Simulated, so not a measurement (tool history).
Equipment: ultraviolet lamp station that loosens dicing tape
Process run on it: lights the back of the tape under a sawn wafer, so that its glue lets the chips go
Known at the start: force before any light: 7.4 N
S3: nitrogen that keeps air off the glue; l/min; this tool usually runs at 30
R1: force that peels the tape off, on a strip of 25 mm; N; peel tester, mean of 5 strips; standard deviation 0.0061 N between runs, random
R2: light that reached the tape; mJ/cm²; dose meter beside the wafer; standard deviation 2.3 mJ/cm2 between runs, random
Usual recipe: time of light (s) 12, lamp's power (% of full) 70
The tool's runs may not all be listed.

Run 1, hour 0.0: usual settings. Result: R1 0.217 N, R2 212 mJ/cm².
Run 2, hour 10.7: usual settings. Result: R1 0.221 N, R2 212 mJ/cm².
Run 3, hour 17.5: usual settings but time of light (s) 20. Result: R1 0.075 N, R2 355 mJ/cm².
Run 4, hour 25.1: usual settings but time of light (s) 20. Result: R1 0.087 N, R2 348 mJ/cm².
Run 5, hour 35.1: usual settings but time of light (s) 20. Result: R1 0.085 N, R2 348 mJ/cm².
Run 6, hour 45.0: usual settings but time of light (s) 20. Result: R1 0.083 N, R2 351 mJ/cm².
Run 7, hour 52.6: usual settings but time of light (s) 11. Result: R1 0.280 N, R2 192 mJ/cm².
Run 8, hour 63.0: usual settings but time of light (s) 11. Result: R1 0.296 N, R2 190 mJ/cm².
Run 9, hour 69.5: usual settings. Result: R1 0.225 N, R2 208 mJ/cm².
Run 10, hour 80.0: usual settings but S3 27 l/min. Result: R1 0.253 N, R2 207 mJ/cm².
Run 11, hour 89.5: usual settings but time of light (s) 20. Result: R1 0.081 N, R2 345 mJ/cm².
Run 12, hour 99.9: usual settings. Result: R1 0.230 N, R2 208 mJ/cm².
Run 13, hour 104.8: usual settings but S3 56 l/min. Result: R1 0.163 N, R2 209 mJ/cm².
Run 14, hour 116.1: usual settings but S3 56 l/min. Result: R1 0.164 N, R2 206 mJ/cm².
Run 15, hour 122.2: usual settings but S3 56 l/min. Result: R1 0.175 N, R2 206 mJ/cm².
Run 16, hour 132.9: usual settings but S3 14 l/min. Result: R1 0.399 N, R2 207 mJ/cm².
Run 17, hour 138.1: usual settings but S3 14 l/min. Result: R1 0.403 N, R2 207 mJ/cm².
Run 18, hour 149.2: usual settings but S3 14 l/min. Result: R1 0.395 N, R2 207 mJ/cm².
Run 19, hour 157.1: usual settings but time of light (s) 9. Result: R1 0.507 N, R2 157 mJ/cm².
Run 20, hour 164.2: usual settings. Result: R1 0.247 N, R2 199 mJ/cm².
Run 21, hour 171.3: usual settings. Result: R1 0.238 N, R2 204 mJ/cm².
Run 22, hour 176.9: usual settings. Result: R1 0.240 N, R2 207 mJ/cm².
Run 23, hour 184.8: usual settings but lamp's power (% of full) 68, S3 48 l/min. Result: R1 0.204 N, R2 199 mJ/cm².
Run 24, hour 194.0: usual settings but lamp's power (% of full) 94, S3 46 l/min. Result: R1 0.096 N, R2 276 mJ/cm².
Run 25, hour 200.8: usual settings but lamp's power (% of full) 94, S3 46 l/min. Result: R1 0.102 N, R2 272 mJ/cm².
Run 26, hour 211.6: usual settings but lamp's power (% of full) 94, S3 46 l/min. Result: R1 0.094 N, R2 273 mJ/cm².
Run 27, hour 217.3: usual settings but time of light (s) 10, lamp's power (% of full) 61. Result: R1 0.567 N, R2 150 mJ/cm².
Run 28, hour 225.1: usual settings but time of light (s) 10, lamp's power (% of full) 99, S3 9 l/min. Result: R1 0.400 N, R2 238 mJ/cm².
Run 29, hour 235.4: usual settings but time of light (s) 20, lamp's power (% of full) 78, S3 9 l/min. Result: R1 0.128 N, R2 374 mJ/cm².
Run 30, hour 246.2: usual settings but time of light (s) 20, lamp's power (% of full) 78, S3 9 l/min. Result: R1 0.125 N, R2 372 mJ/cm².
Run 31, hour 256.1: usual settings but time of light (s) 18, lamp's power (% of full) 83. Result: R1 0.080 N, R2 357 mJ/cm².
Run 32, hour 265.4: usual settings but time of light (s) 18, lamp's power (% of full) 83. Result: R1 0.087 N, R2 358 mJ/cm².
Run 33, hour 275.0: usual settings but time of light (s) 18, lamp's power (% of full) 83. Result: R1 0.084 N, R2 353 mJ/cm².
Run 34, hour 282.4: usual settings but lamp's power (% of full) 92, S3 18 l/min. Result: R1 0.184 N, R2 261 mJ/cm².
Run 35, hour 291.2: usual settings but time of light (s) 7, lamp's power (% of full) 84, S3 13 l/min. Result: R1 1.030 N, R2 139 mJ/cm².
Run 36, hour 298.8: usual settings but time of light (s) 18, S3 47 l/min. Result: R1 0.081 N, R2 297 mJ/cm².
Run 37, hour 304.4: usual settings but lamp's power (% of full) 99, S3 18 l/min. Result: R1 0.148 N, R2 283 mJ/cm².
Run 38, hour 315.0: usual settings but lamp's power (% of full) 99, S3 18 l/min. Result: R1 0.145 N, R2 281 mJ/cm².
Run 39, hour 324.5: usual settings but lamp's power (% of full) 99, S3 18 l/min. Result: R1 0.144 N, R2 278 mJ/cm².
Run 40, hour 329.3: usual settings but lamp's power (% of full) 99, S3 11 l/min. Result: R1 0.208 N, R2 281 mJ/cm².
Run 41, hour 340.2: usual settings but lamp's power (% of full) 69, S3 34 l/min. Result: R1 0.270 N, R2 195 mJ/cm².
At hour 344.1: window cleaned of glue's vapour.
Run 42, hour 352.1: usual settings but lamp's power (% of full) 69, S3 34 l/min. Result: R1 0.224 N, R2 213 mJ/cm².
Run 43, hour 359.0: usual settings but time of light (s) 17, lamp's power (% of full) 89, S3 47 l/min. Result: R1 0.076 N, R2 383 mJ/cm².

Below are 4 alternative next runs, each starting from the tool's condition after run 43. Predict each:
Run A, hour 369.8: usual settings but time of light (s) 23, lamp's power (% of full) 85, S3 50 l/min. Result: R1 ?, R2 ?.
Run B, hour 369.8: usual settings but time of light (s) 8, lamp's power (% of full) 94, S3 24 l/min. Result: R1 ?, R2 ?.
Run C, hour 369.8: usual settings but time of light (s) 17, lamp's power (% of full) 86, S3 25 l/min. Result: R1 ?, R2 ?.
Run D, hour 369.8: usual settings but lamp's power (% of full) 94, S3 10 l/min. Result: R1 ?, R2 ?.

run     R1   R2
  A  0.071  497
  B  0.329  194
  C  0.077  373
  D  0.213  284
What these runs would have given with no unlogged condition in the tool:
run     R1   R2
  A  0.071  541
  B  0.263  210
  C  0.073  405
  D  0.172  309
